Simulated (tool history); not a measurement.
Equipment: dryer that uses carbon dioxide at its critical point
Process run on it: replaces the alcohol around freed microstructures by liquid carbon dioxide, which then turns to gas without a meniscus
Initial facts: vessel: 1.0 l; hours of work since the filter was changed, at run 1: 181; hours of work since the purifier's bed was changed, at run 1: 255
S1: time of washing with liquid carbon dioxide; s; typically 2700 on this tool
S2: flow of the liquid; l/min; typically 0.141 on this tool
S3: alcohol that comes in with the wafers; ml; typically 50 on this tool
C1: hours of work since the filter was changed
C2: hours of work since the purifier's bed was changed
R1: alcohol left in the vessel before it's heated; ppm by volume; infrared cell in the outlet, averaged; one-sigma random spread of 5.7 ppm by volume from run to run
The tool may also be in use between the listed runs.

| run | hour | S1 | S2 | S3 | C1 | C2 | R1 |
|---|---|---|---|---|---|---|---|
| 1 | 0 | 2700 | 0.141 | 50 | 181 | 255 | 461 |
|  | 17.7 | inlet filter changed |
| 2 | 21 | 2700 | 0.141 | 50 | 1 | 263 | 223 |
| 3 | 45.9 | 2280 | 0.141 | 50 | 11 | 272 | 483 |
| 4 | 59.3 | 2280 | 0.141 | 50 | 16 | 277 | 493 |
| 5 | 74 | 2280 | 0.141 | 50 | 21 | 283 | 511 |
| 6 | 100.9 | 2280 | 0.141 | 50 | 32 | 293 | 548 |
| 7 | 132.1 | 2280 | 0.141 | 50 | 43 | 305 | 565 |
| 8 | 149.6 | 2280 | 0.141 | 50 | 50 | 312 | 553 |
| 9 | 179.3 | 2280 | 0.141 | 50 | 61 | 323 | 585 |
| 10 | 210.7 | 2280 | 0.141 | 50 | 73 | 335 | 609 |
| 11 | 234.8 | 2700 | 0.141 | 44 | 82 | 344 | 286 |
| 12 | 257.2 | 2700 | 0.141 | 50 | 91 | 352 | 324 |
| 13 | 283.1 | 2700 | 0.141 | 50 | 101 | 362 | 337 |
| 14 | 315 | 2700 | 0.141 | 50 | 113 | 374 | 370 |
| 15 | 346.9 | 3420 | 0.141 | 50 | 125 | 387 | 142 |
| 16 | 370.9 | 3420 | 0.141 | 50 | 134 | 396 | 145 |
| 17 | 396.3 | 1740 | 0.141 | 20 | 144 | 405 | 875 |
| 18 | 423.9 | 2700 | 0.108 | 50 | 154 | 416 | 1217 |
| 19 | 451.3 | 1740 | 0.131 | 69 | 165 | 426 | 3782 |
| 20 | 469.7 | 1740 | 0.131 | 69 | 172 | 433 | 3705 |
| 21 | 488.8 | 2400 | 0.099 | 82 | 179 | 440 | 4158 |
| 22 | 505.5 | 2400 | 0.099 | 82 | 185 | 447 | 4246 |
|  | 511.8 | inlet filter changed |
| 23 | 534.3 | 2400 | 0.099 | 82 | 9 | 457 | 2629 |
| 24 | 551 | 2400 | 0.086 | 82 | 15 | 464 | 4302 |
| 25 | 570.8 | 3000 | 0.195 | 28 | 22 | 471 | 80 |
| 26 | 590.2 | 2040 | 0.141 | 44 | 30 | 479 | 749 |
| 27 | 603.6 | 2040 | 0.092 | 58 | 35 | 484 | 3979 |
| 28 | 627.4 | 4020 | 0.193 | 58 | 44 | 493 | 88 |
| 29 | 652.9 | 4020 | 0.193 | 58 | 54 | 502 | 83 |
| 30 | 679 | 3840 | 0.113 | 64 | 64 | 512 | 230 |
| 31 | 703 | 3840 | 0.113 | 64 | 73 | 521 | 232 |

Predict each of these 5 candidate next runs independently; none follows another, all start after run 31:
| A | 718.6 | 2700 | 0.182 | 50 | 79 | 527 | ? |
| B | 718.6 | 2820 | 0.238 | 32 | 79 | 527 | ? |
| C | 718.6 | 1860 | 0.141 | 96 | 79 | 527 | ? |
| D | 718.6 | 3840 | 0.113 | 73 | 79 | 527 | ? |
| E | 718.6 | 2700 | 0.167 | 50 | 79 | 527 | ? |

| run | R1 |
|---|---|
| A | 127 |
| B | 79 |
| C | 2481 |
| D | 263 |
| E | 182 |
Stripped of hidden state, with their random variation kept, the same runs would have yielded:
| run | R1 |
|---|---|
| A | 29 |
| B | 0 |
| C | 1853 |
| D | 120 |
| E | 72 |

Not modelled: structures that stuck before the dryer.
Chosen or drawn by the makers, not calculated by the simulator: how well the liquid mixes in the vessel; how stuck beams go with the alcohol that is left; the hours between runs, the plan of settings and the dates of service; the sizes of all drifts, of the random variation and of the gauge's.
